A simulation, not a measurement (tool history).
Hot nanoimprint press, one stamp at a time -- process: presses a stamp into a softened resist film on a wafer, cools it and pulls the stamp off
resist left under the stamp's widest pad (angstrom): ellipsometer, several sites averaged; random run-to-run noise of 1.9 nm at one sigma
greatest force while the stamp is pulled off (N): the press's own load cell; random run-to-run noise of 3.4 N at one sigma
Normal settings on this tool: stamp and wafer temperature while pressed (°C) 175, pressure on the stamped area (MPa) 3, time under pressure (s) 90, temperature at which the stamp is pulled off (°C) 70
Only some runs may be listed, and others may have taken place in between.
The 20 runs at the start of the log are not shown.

run,hour,stamp and wafer temperature while pressed (°C),pressure on the stamped area (MPa),time under pressure (s),temperature at which the stamp is pulled off (°C),hours of work since the thermocouple was calibrated,imprints on the stamp's release coat,hours of work since the press's seals were changed,resist left under the stamp's widest pad (angstrom),greatest force while the stamp is pulled off (N)
# hour 1390.9: plate thermocouple calibrated, once more
21,1429.4,180,3,48,70,16,773,530,4172,215
22,1514.1,172,3,90,70,52,955,566,4316,227
23,1561.8,175,3,90,66,72,1058,586,3894,268
24,1657.1,173,1.83,90,70,112,1263,626,4829,253
25,1744.1,175,3.16,105,71,149,1451,662,3596,252
# hour 1812.2: stamp cleaned and given a new release coat
26,1837.3,175,2.63,54,60,185,54,699,4751,202
27,1894.8,175,3,46,60,210,178,723,4748,229
28,1940,175,3,46,60,229,275,742,4778,232
29,1984.9,175,3,46,60,247,372,761,4763,245
30,2085.5,175,2.22,53,72,290,588,803,4939,186
31,2151.7,175,2.22,53,72,318,731,831,4964,194

3 ways to go on from here, each from the tool as it stands after run 31. What would each give?
A,2249.5,182,3,90,70,359,942,872,?,?
B,2249.5,166,3.68,51,72,359,942,872,?,?
C,2249.5,175,2.22,54,72,359,942,872,?,?

run,resist left under the stamp's widest pad (angstrom),greatest force while the stamp is pulled off (N)
A,3042,221
B,5371,211
C,4883,215
What these runs would have given with no unlogged condition in the tool:
run,resist left under the stamp's widest pad (angstrom),greatest force while the stamp is pulled off (N)
A,3123,164
B,5459,157
C,4988,160

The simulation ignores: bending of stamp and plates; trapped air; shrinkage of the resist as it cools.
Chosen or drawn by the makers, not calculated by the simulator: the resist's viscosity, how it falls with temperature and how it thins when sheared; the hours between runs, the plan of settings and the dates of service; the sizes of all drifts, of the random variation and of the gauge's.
